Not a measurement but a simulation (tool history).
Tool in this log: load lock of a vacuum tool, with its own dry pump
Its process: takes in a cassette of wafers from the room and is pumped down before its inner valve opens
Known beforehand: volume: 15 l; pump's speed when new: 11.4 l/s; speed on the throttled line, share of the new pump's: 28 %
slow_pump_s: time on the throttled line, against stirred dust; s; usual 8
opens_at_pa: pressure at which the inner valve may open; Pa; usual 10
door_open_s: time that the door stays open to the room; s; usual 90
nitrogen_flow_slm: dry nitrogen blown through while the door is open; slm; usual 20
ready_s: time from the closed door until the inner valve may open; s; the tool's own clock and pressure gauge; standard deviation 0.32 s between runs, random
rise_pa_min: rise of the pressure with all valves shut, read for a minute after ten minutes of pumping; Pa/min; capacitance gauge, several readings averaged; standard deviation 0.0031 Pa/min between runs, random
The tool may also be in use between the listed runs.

run    hour  slow_pump_s  opens_at_pa  door_open_s  nitrogen_flow_slm  incoming humidity of the room's air, %  ready_s  rise_pa_min
  1     0.0            8           10           90                 20                                    44.1     20.1        0.207
  2   348.3            8           10           90                 20                                    46.9     19.8        0.225
  3   514.4            8           10           90                 20                                    46.6     20.2        0.229
  4   769.6            8           17           90                 20                                    43.8     18.8        0.250
  5  1103.9            8           17           90                 20                                    46.8     19.3        0.266
  6  1377.4            8           15           90                 20                                    43.8     19.0        0.270
  7  1720.1            8           15           90                 20                                    50.4     19.4        0.300
  8  2016.7            8           15           90                 20                                    42.9     19.1        0.307
  9  2217.9            8           10          208                 20                                    45.4     20.5        0.344
 10  2520.3            8           10          208                 20                                    44.6     20.4        0.358
 11  2740.2            8           10          208                 20                                    44.0     20.7        0.375
 12  2970.7            8           10          208                 20                                    43.6     20.3        0.379
 13  3144.7            8           10          208                 20                                    47.2     20.3        0.406
 14  3415.7            8           10          208                 10                                    43.3     20.6        0.433
 15  3575.7           15           10           90                 20                                    48.3     25.2        0.391
 16  3735.2            8           10           90                 24                                    44.5     20.8        0.391
 17  3896.1            9           10           90                 24                                    44.9     21.0        0.404
 18  4082.6            8           10           90                 20                                    46.7     21.1        0.435
 19  4432.1            8           10           90                 20                                    44.3     20.7        0.443
 20  4717.0            9           18           76                  7                                    48.0     20.4        0.496
 21  5031.2            6           18           76                 40                                    48.4     18.1        0.473
 22  5181.2           16           14           85                 15                                    45.5     25.3        0.503
 23  5331.7           16           14           85                 15                                    44.1     25.9        0.518
 24  5529.3           11           10           90                 20                                    46.9     22.6        0.526
 25  5816.0           14           15           90                  4                                    43.7     24.6        0.576
 26  6103.3           14           15           90                  4                                    43.2     24.6        0.597
 27  6351.3           14           17          176                 10                                    39.7     23.9        0.625
 28  6663.0            8           14           74                 10                                    49.1     20.8        0.623
 29  6910.8            8           14           74                 10                                    46.5     20.8        0.648
 30  7199.5            5           14           74                 20                                    43.4     19.4        0.659
 31  7388.1            7           18           74                  9                                    42.5     20.3        0.094
 32  7671.9            7           18           74                  9                                    45.2     19.5        0.105
 33  7966.1            8            8           93                 20                                    48.3     18.7        0.096
 34  8256.1            8           10           38                 20                                    44.7     17.6        0.080
 35  8530.4            9           16           38                  5                                    42.7     18.6        0.104
 36  8747.8            8            9           90                 25                                    43.7     18.2        0.105

The log once held 2 entries between its listed runs, left out of this copy. Where does each go, and what is different about the tool's unlogged condition between the listed run before it and the listed run after it?
Runs 30 to 31: door's seal changed, seat wiped (hour 7307.8)
  pump's speed, % of a new pump's: 75.2 -> 74.9; leak at the door's seal, Pa l/s: 0.1454 -> 0.0034
  measured less the result without the state, ready_s: +3.5 -> +3.2 s; rise_pa_min: +0.587 -> +0.006 Pa/min
Runs 32 to 33: dry pump taken out, an overhauled one fitted (hour 7777.8)
  pump's speed, % of a new pump's: 74.5 -> 99.9; leak at the door's seal, Pa l/s: 0.0045 -> 0.0058
  measured less the result without the state, ready_s: +3.3 -> +0.0 s; rise_pa_min: +0.010 -> +0.015 Pa/min

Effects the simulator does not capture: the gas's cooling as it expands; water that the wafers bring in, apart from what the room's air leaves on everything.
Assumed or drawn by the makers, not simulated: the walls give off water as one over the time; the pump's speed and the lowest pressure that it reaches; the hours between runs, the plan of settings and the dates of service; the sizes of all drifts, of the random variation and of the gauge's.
